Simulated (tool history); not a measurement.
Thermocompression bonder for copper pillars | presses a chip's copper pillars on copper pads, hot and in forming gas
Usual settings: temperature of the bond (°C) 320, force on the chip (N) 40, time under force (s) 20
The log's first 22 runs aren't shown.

| run | hour | temperature of the bond (°C) | force on the chip (N) | time under force (s) | force that shears a chip off (N) |
|---|---|---|---|---|---|
| 23 | 1413.9 | 332 | 31 | 37 | 53.5 |
| 24 | 1482.9 | 294 | 44 | 19 | 33.3 |
| 25 | 1545.0 | 294 | 44 | 19 | 33.3 |
| 26 | 1618.7 | 294 | 44 | 19 | 33.0 |
| 27 | 1684.4 | 320 | 42 | 20 | 45.8 |
| 28 | 1746.1 | 316 | 42 | 10 | 32.7 |
| 29 | 1783.6 | 316 | 28 | 56 | 48.8 |
| 30 | 1873.5 | 291 | 40 | 20 | 30.6 |
| 31 | 1914.2 | 325 | 40 | 33 | 56.6 |
| 32 | 1998.8 | 304 | 32 | 20 | 30.6 |
|  | 2009.6 | forming gas filter changed |
|  | 2062.5 | force cell calibrated |
| 33 | 2075.3 | 330 | 42 | 22 | 52.6 |
| 34 | 2129.8 | 330 | 42 | 22 | 53.1 |
| 35 | 2219.9 | 330 | 42 | 22 | 52.7 |
| 36 | 2288.9 | 321 | 28 | 36 | 43.4 |
| 37 | 2341.4 | 321 | 28 | 36 | 43.4 |
| 38 | 2395.6 | 321 | 28 | 36 | 43.2 |
| 39 | 2443.6 | 338 | 26 | 37 | 50.5 |

Forecast each of these 4 alternatives for the next run:
| A | 2514.4 | 338 | 27 | 35 | ? |
| B | 2514.4 | 333 | 44 | 20 | ? |
| C | 2514.4 | 298 | 53 | 37 | ? |
| D | 2514.4 | 290 | 50 | 20 | ? |

| run | force that shears a chip off (N) |
|---|---|
| A | 51.5 |
| B | 53.8 |
| C | 51.4 |
| D | 35.3 |
Without the tool's hidden state the same runs would have given:
| run | force that shears a chip off (N) |
|---|---|
| A | 52.8 |
| B | 55.1 |
| C | 52.7 |
| D | 36.1 |

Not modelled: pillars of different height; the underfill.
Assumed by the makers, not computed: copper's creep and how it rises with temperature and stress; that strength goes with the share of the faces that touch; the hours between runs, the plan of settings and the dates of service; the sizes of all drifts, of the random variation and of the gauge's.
